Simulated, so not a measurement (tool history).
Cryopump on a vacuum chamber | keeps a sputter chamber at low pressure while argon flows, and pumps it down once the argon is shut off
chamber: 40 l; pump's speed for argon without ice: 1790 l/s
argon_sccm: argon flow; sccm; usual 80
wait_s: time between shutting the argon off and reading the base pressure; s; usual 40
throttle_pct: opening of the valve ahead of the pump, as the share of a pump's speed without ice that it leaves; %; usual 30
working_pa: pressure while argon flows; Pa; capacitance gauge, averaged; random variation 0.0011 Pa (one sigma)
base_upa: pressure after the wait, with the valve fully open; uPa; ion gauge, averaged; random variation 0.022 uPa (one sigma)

run,hour,argon_sccm,wait_s,throttle_pct,working_pa,base_upa
1,0,80,40,30,0.2555,1.09
2,36.3,80,206,30,0.2578,0.76
3,89.4,80,206,30,0.2571,0.8
4,124.4,130,40,30,0.4167,1.13
5,196.1,130,40,30,0.425,1.2
6,268,130,118,30,0.4226,0.88
7,299.2,80,40,30,0.2618,1.19
8,336.9,80,40,30,0.2625,1.22
9,379.9,80,40,30,0.2621,1.25
10,438.1,80,40,30,0.2632,1.27
11,508.4,80,24,30,0.2655,1.6
12,548.3,80,24,30,0.2662,1.59
13,617.7,80,24,30,0.2664,1.57
14,648,80,40,30,0.2689,1.33
15,717.6,80,40,30,0.2699,1.32
16,771,54,40,30,0.1834,1.36
17,802.5,80,40,30,0.273,1.42
18,862.1,80,40,30,0.2729,1.39
19,901.4,39,238,30,0.1324,1.1
20,934.1,80,96,21,0.3836,1.18
21,1003,80,96,21,0.3845,1.27
22,1040,80,96,21,0.3856,1.22
23,1100.7,87,174,21,0.4183,1.23
24,1141.7,94,78,21,0.4568,1.34
25,1212.9,157,27,27,0.6007,1.82
26,1260.5,56,68,22,0.2639,1.48
27,1321.3,56,68,22,0.265,1.46
28,1375.9,33,40,59,0.0666,1.72
29,1421.9,33,40,59,0.067,1.74
# hour 1455: pump warmed up, emptied and cooled again
30,1472.4,97,100,31,0.2962,1.02
# hour 1494.9: leaking fittings of the chamber tightened, without venting
31,1523.9,37,83,39,0.0905,0.39
32,1554.2,80,25,24,0.3172,0.89
33,1608.9,48,27,55,0.0828,0.87
34,1654.6,34,120,22,0.1473,0.39

Forecast run 35:
35,1714.3,42,221,17,?,?

{"run 35": {"working_pa": 0.2346, "base_upa": 0.35}}
Without the tool's hidden state the same run would have given working_pa 0.2324 Pa, base_upa 0.28 uPa.
